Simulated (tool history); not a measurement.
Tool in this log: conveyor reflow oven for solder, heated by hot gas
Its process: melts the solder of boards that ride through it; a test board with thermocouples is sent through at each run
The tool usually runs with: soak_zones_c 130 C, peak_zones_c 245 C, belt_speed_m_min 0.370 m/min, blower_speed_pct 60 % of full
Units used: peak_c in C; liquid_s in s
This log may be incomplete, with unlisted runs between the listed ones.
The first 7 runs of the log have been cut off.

| run | hour | soak_zones_c | peak_zones_c | belt_speed_m_min | blower_speed_pct | peak_c | liquid_s |
|---|---|---|---|---|---|---|---|
| 8 | 51.0 | 144 | 245 | 0.370 | 60 | 226.31 | 83.66 |
| 9 | 58.9 | 144 | 245 | 0.370 | 60 | 226.31 | 83.78 |
| 10 | 64.4 | 144 | 245 | 0.370 | 60 | 226.30 | 83.71 |
| 11 | 70.8 | 130 | 245 | 0.370 | 60 | 223.53 | 75.20 |
| 12 | 79.3 | 130 | 245 | 0.370 | 60 | 223.50 | 75.15 |
| 13 | 85.5 | 130 | 245 | 0.370 | 60 | 223.54 | 75.27 |
| 14 | 94.3 | 130 | 245 | 0.370 | 60 | 223.56 | 75.12 |
| 15 | 98.1 | 130 | 245 | 0.370 | 60 | 223.51 | 75.15 |
| 16 | 105.0 | 130 | 245 | 0.370 | 60 | 223.50 | 75.17 |
| 17 | 112.6 | 136 | 245 | 0.345 | 68 | 229.45 | 89.05 |
| 18 | 121.3 | 136 | 245 | 0.345 | 68 | 229.38 | 89.14 |
| 19 | 129.0 | 133 | 242 | 0.397 | 81 | 224.61 | 72.40 |
| 20 | 135.3 | 133 | 242 | 0.397 | 81 | 224.50 | 72.36 |
| 21 | 140.4 | 133 | 245 | 0.381 | 51 | 219.42 | 69.93 |
| 22 | 145.1 | 130 | 245 | 0.411 | 67 | 221.35 | 65.65 |
| 23 | 151.7 | 130 | 245 | 0.411 | 65 | 220.67 | 64.92 |
| 24 | 159.9 | 130 | 245 | 0.411 | 65 | 220.61 | 64.84 |
| 25 | 166.3 | 134 | 256 | 0.411 | 68 | 231.99 | 75.34 |
| 26 | 171.9 | 130 | 243 | 0.350 | 57 | 222.91 | 79.12 |
| 27 | 180.4 | 122 | 245 | 0.333 | 60 | 226.14 | 83.36 |
| 28 | 189.3 | 123 | 259 | 0.439 | 60 | 225.62 | 62.41 |
| 29 | 195.3 | 123 | 259 | 0.383 | 60 | 232.69 | 77.54 |
| 30 | 200.8 | 123 | 259 | 0.383 | 60 | 232.67 | 77.64 |

3 ways to go on from here, each from the tool as it stands after run 30. What would each give?
| A | 206.1 | 134 | 245 | 0.359 | 80 | ? | ? |
| B | 206.1 | 123 | 259 | 0.363 | 60 | ? | ? |
| C | 206.1 | 123 | 259 | 0.383 | 57 | ? | ? |

| run | peak_c | liquid_s |
|---|---|---|
| A | 230.42 | 85.43 |
| B | 235.23 | 83.88 |
| C | 231.47 | 76.64 |
With no hidden state in the tool, these same runs would have given:
| run | peak_c | liquid_s |
|---|---|---|
| A | 230.60 | 85.31 |
| B | 235.43 | 83.69 |
| C | 231.70 | 76.52 |
